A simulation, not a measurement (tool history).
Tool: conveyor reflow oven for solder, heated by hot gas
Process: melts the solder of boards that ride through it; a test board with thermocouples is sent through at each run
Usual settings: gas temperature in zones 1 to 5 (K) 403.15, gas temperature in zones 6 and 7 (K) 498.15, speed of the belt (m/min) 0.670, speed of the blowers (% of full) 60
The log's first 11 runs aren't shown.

run   hour  gas temperature in zones 1 to 5 (K)  gas temperature in zones 6 and 7 (K)  speed of the belt (m/min)  speed of the blowers (% of full)  highest temperature of the board (K)  time above the solder's melting point (s)
 12   72.6                               396.15                                507.15                      0.670                                60                                480.55                                       34.0
 13   79.9                               396.15                                507.15                      0.670                                60                                480.35                                       34.6
 14   85.0                               403.15                                498.15                      0.670                                77                                480.85                                       37.8
 15   92.1                               403.15                                498.15                      0.670                                60                                474.95                                       30.8
 16   99.0                               406.15                                498.15                      0.670                                60                                475.55                                       32.1
 17  104.7                               406.15                                498.15                      0.670                                60                                475.65                                       32.3
 18  111.6                               406.15                                509.15                      0.670                                61                                484.75                                       40.7
 19  115.5                               406.15                                509.15                      0.670                                61                                484.55                                       40.7
     120.9  -- flux residue cleaned out of gas plates and filters
 20  124.8                               402.15                                498.15                      0.670                                60                                473.65                                       28.9
 21  130.5                               402.15                                498.15                      0.670                                60                                473.75                                       28.7
 22  139.1                               403.15                                498.15                      0.693                                60                                472.55                                       27.0
 23  143.4                               418.15                                498.15                      0.682                                81                                483.05                                       43.3
 24  150.2                               418.15                                498.15                      0.682                                81                                482.85                                       42.8
 25  154.8                               408.15                                513.15                      0.789                                89                                490.25                                       38.4
 26  160.4                               398.15                                502.15                      0.789                                62                                469.65                                       19.0
 27  165.2                               398.15                                502.15                      0.789                                62                                469.55                                       18.7
 28  171.8                               398.15                                502.15                      0.789                                62                                469.55                                       18.6
     179.4  -- flux residue cleaned out of gas plates and filters, once more
 29  182.6                               389.15                                502.15                      0.789                                62                                470.05                                       18.1
 30  186.9                               403.15                                486.15                      0.670                                53                                463.95                                       16.2

4 ways to go on from here, each from the tool as it stands after run 30. What would each give?
  A  191.1                               399.15                                498.15                      0.670                                60                                     ?                                          ?
  B  191.1                               397.15                                486.15                      0.670                                51                                     ?                                          ?
  C  191.1                               412.15                                501.15                      0.670                                53                                     ?                                          ?
  D  191.1                               403.15                                498.15                      0.670                                59                                     ?                                          ?

run  highest temperature of the board (K)  time above the solder's melting point (s)
  A                                475.55                                       30.4
  B                                461.25                                       10.6
  C                                477.75                                       36.0
  D                                475.85                                       31.3
Without the tool's hidden state the same runs would have given:
run  highest temperature of the board (K)  time above the solder's melting point (s)
  A                                474.95                                       29.7
  B                                460.65                                        9.6
  C                                477.15                                       35.3
  D                                475.25                                       30.6
